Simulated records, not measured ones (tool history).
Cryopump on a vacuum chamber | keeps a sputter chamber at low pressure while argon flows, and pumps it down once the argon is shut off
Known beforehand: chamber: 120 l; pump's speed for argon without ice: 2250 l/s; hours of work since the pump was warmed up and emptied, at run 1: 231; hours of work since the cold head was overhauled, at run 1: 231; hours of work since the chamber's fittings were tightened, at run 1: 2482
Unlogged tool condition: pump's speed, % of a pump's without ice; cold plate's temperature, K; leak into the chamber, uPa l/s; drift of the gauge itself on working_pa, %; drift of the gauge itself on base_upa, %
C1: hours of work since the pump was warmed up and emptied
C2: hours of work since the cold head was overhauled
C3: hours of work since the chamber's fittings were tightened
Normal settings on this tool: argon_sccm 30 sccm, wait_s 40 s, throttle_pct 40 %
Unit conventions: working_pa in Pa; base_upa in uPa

Run 1, hour 0: usual settings; C1 231; C2 231; C3 2482. Result: working_pa 0.0585 Pa, base_upa 2.88 uPa.
Run 2, hour 61.5: usual settings but throttle_pct 46 %; C1 281; C2 281; C3 2532. Result: working_pa 0.0515 Pa, base_upa 2.89 uPa.
Run 3, hour 112.8: usual settings but throttle_pct 46 %; C1 323; C2 323; C3 2574. Result: working_pa 0.0505 Pa, base_upa 2.91 uPa.
Run 4, hour 144.2: usual settings but throttle_pct 46 %; C1 349; C2 349; C3 2599. Result: working_pa 0.052 Pa, base_upa 3 uPa.
Run 5, hour 180: usual settings but throttle_pct 46 %; C1 378; C2 378; C3 2628. Result: working_pa 0.052 Pa, base_upa 2.98 uPa.
Run 6, hour 241.1: usual settings but wait_s 224 s; C1 427; C2 427; C3 2678. Result: working_pa 0.0605 Pa, base_upa 1.71 uPa.
Run 7, hour 268: usual settings but wait_s 224 s; C1 449; C2 449; C3 2700. Result: working_pa 0.0609 Pa, base_upa 1.82 uPa.
Run 8, hour 303.2: usual settings but wait_s 224 s; C1 478; C2 478; C3 2729. Result: working_pa 0.0611 Pa, base_upa 1.82 uPa.
Run 9, hour 338.2: usual settings but wait_s 224 s; C1 506; C2 506; C3 2757. Result: working_pa 0.0603 Pa, base_upa 1.91 uPa.
Run 10, hour 373.5: usual settings but wait_s 224 s; C1 535; C2 535; C3 2786. Result: working_pa 0.0617 Pa, base_upa 1.83 uPa.
At hour 387.5: pump warmed up, emptied and cooled again.
Run 11, hour 410.1: usual settings but wait_s 224 s; C1 18; C2 561; C3 2812. Result: working_pa 0.0566 Pa, base_upa 1.59 uPa.
Run 12, hour 451.7: usual settings but wait_s 75 s; C1 52; C2 595; C3 2846. Result: working_pa 0.0567 Pa, base_upa 2.19 uPa.
Run 13, hour 482.3: usual settings but wait_s 83 s; C1 77; C2 620; C3 2870. Result: working_pa 0.0574 Pa, base_upa 2.06 uPa.
Run 14, hour 520: usual settings but wait_s 83 s; C1 108; C2 650; C3 2901. Result: working_pa 0.0568 Pa, base_upa 2.2 uPa.
Run 15, hour 563.4: usual settings but wait_s 83 s; C1 143; C2 686; C3 2936. Result: working_pa 0.0579 Pa, base_upa 2.21 uPa.
Run 16, hour 602.8: usual settings; C1 175; C2 718; C3 2969. Result: working_pa 0.0572 Pa, base_upa 3.1 uPa.
Run 17, hour 635.1: usual settings; C1 202; C2 744; C3 2995. Result: working_pa 0.0581 Pa, base_upa 3.07 uPa.

Run 18 is up next; what results do you expect?
Run 18, hour 663.4: usual settings; C1 225; C2 767; C3 3018. Result: working_pa ?, base_upa ?.

Logged for run 18: working_pa 0.0576 Pa, base_upa 3.08 uPa.
Were there no unlogged condition in the tool, this run, its random variation unchanged, would have produced working_pa 0.0557 Pa, base_upa 1.7 uPa.
